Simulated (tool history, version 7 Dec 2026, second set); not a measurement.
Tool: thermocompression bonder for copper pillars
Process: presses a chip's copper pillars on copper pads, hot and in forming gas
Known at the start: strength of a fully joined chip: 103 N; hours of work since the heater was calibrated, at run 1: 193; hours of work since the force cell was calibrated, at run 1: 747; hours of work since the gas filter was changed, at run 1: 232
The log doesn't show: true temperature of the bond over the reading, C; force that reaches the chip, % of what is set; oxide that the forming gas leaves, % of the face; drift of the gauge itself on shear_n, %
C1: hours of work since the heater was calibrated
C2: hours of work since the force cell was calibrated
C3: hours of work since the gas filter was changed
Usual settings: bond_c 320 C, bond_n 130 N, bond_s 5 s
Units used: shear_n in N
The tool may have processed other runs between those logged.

Run 1, day 0.000: usual settings; C1 193; C2 747; C3 232. Result: shear_n 58.0 N.
Run 2, day 1.075: usual settings; C1 212; C2 766; C3 251. Result: shear_n 58.0 N.
Run 3, day 2.300: usual settings; C1 233; C2 787; C3 271. Result: shear_n 57.4 N.
Run 4, day 3.888: usual settings; C1 260; C2 814; C3 298. Result: shear_n 56.9 N.
Run 5, day 4.775: usual settings; C1 275; C2 829; C3 314. Result: shear_n 56.3 N.
Run 6, day 5.817: usual settings; C1 292; C2 846; C3 331. Result: shear_n 56.8 N.
Run 7, day 7.117: usual settings; C1 315; C2 869; C3 353. Result: shear_n 55.8 N.
At day 7.438: forming gas filter changed.
Run 8, day 8.146: usual settings; C1 332; C2 886; C3 12. Result: shear_n 62.9 N.
Run 9, day 9.692: usual settings; C1 358; C2 912; C3 38. Result: shear_n 62.7 N.
Run 10, day 11.046: usual settings but bond_n 108 N; C1 381; C2 935; C3 61. Result: shear_n 53.5 N.
Run 11, day 12.258: usual settings but bond_n 108 N, bond_s 14 s; C1 402; C2 956; C3 82. Result: shear_n 71.6 N.
Run 12, day 13.850: usual settings but bond_n 108 N, bond_s 14 s; C1 429; C2 983; C3 109. Result: shear_n 71.8 N.
Run 13, day 14.596: usual settings; C1 442; C2 996; C3 122. Result: shear_n 61.0 N.
At day 14.767: force cell calibrated.
Run 14, day 15.808: usual settings; C1 461; C2 18; C3 142. Result: shear_n 58.4 N.
Run 15, day 17.504: usual settings; C1 490; C2 47; C3 170. Result: shear_n 58.5 N.
Run 16, day 19.029: usual settings but bond_n 99 N; C1 516; C2 73; C3 196. Result: shear_n 45.7 N.
Run 17, day 19.721: usual settings but bond_s 4 s; C1 528; C2 84; C3 208. Result: shear_n 53.4 N.
Run 18, day 20.958: usual settings but bond_s 4 s; C1 549; C2 105; C3 229. Result: shear_n 52.9 N.
Run 19, day 21.738: usual settings; C1 562; C2 119; C3 243. Result: shear_n 57.0 N.
Run 20, day 22.667: usual settings; C1 578; C2 135; C3 258. Result: shear_n 57.0 N.
Run 21, day 23.800: usual settings; C1 597; C2 154; C3 278. Result: shear_n 56.8 N.
Run 22, day 25.000: usual settings; C1 618; C2 174; C3 298. Result: shear_n 56.5 N.
Run 23, day 26.200: usual settings but bond_c 305 C, bond_n 152 N; C1 638; C2 195; C3 319. Result: shear_n 53.3 N.
Run 24, day 27.042: usual settings but bond_c 305 C, bond_n 152 N; C1 653; C2 209; C3 333. Result: shear_n 53.2 N.
At day 28.458: forming gas filter changed.
Run 25, day 28.458: usual settings but bond_c 296 C, bond_n 188 N; C1 676; C2 233; C3 0. Result: shear_n 63.5 N.
Run 26, day 29.571: usual settings but bond_c 333 C, bond_n 179 N, bond_s 3 s; C1 695; C2 252; C3 19. Result: shear_n 75.9 N.
Run 27, day 31.200: usual settings but bond_c 333 C, bond_n 179 N, bond_s 3 s; C1 723; C2 279; C3 47. Result: shear_n 76.3 N.
Run 28, day 32.317: usual settings but bond_c 335 C, bond_n 135 N; C1 742; C2 299; C3 66. Result: shear_n 72.4 N.
Run 29, day 33.917: usual settings but bond_c 335 C, bond_n 135 N; C1 769; C2 326; C3 93. Result: shear_n 71.7 N.
Run 30, day 35.367: usual settings but bond_c 305 C, bond_n 135 N; C1 794; C2 350; C3 118. Result: shear_n 52.7 N.
Run 31, day 36.258: usual settings but bond_c 321 C, bond_n 129 N; C1 809; C2 366; C3 133. Result: shear_n 60.5 N.
Run 32, day 37.696: usual settings but bond_c 321 C, bond_n 129 N; C1 834; C2 390; C3 157. Result: shear_n 60.5 N.
Run 33, day 39.292: usual settings but bond_c 321 C, bond_n 129 N; C1 861; C2 417; C3 185. Result: shear_n 60.1 N.
Run 34, day 40.571: usual settings but bond_c 313 C, bond_n 87 N, bond_s 4 s; C1 883; C2 439; C3 206. Result: shear_n 35.0 N.
Run 35, day 41.625: usual settings but bond_c 324 C, bond_n 87 N, bond_s 10 s; C1 901; C2 457; C3 224. Result: shear_n 55.4 N.
Run 36, day 43.267: usual settings but bond_c 324 C, bond_n 87 N, bond_s 10 s; C1 928; C2 485; C3 252. Result: shear_n 55.4 N.
Run 37, day 44.242: usual settings but bond_c 324 C, bond_n 87 N, bond_s 10 s; C1 945; C2 502; C3 269. Result: shear_n 55.1 N.
Run 38, day 45.075: usual settings but bond_n 83 N, bond_s 3 s; C1 959; C2 516; C3 283. Result: shear_n 32.1 N.
Run 39, day 46.258: usual settings but bond_c 305 C, bond_n 88 N; C1 979; C2 536; C3 303. Result: shear_n 33.7 N.
Run 40, day 47.046: usual settings but bond_c 305 C, bond_n 88 N; C1 993; C2 549; C3 317. Result: shear_n 34.2 N.

Branching from run 40: 4 alternative next runs. What would each branch give?
Run A, day 48.375: usual settings but bond_c 305 C, bond_n 88 N, bond_s 8 s; C1 1015; C2 572; C3 339. Result: shear_n ?.
Run B, day 48.375: usual settings but bond_c 305 C, bond_n 107 N, bond_s 3 s; C1 1015; C2 572; C3 339. Result: shear_n ?.
Run C, day 48.375: usual settings but bond_c 315 C, bond_s 11 s; C1 1015; C2 572; C3 339. Result: shear_n ?.
Run D, day 48.375: usual settings but bond_c 314 C, bond_n 98 N, bond_s 9 s; C1 1015; C2 572; C3 339. Result: shear_n ?.

run  shear_n
  A     40.6
  B     33.6
  C     67.5
  D     52.0
Had the tool no hidden state, the same runs would have come out as:
run  shear_n
  A     41.5
  B     34.1
  C     71.0
  D     53.7
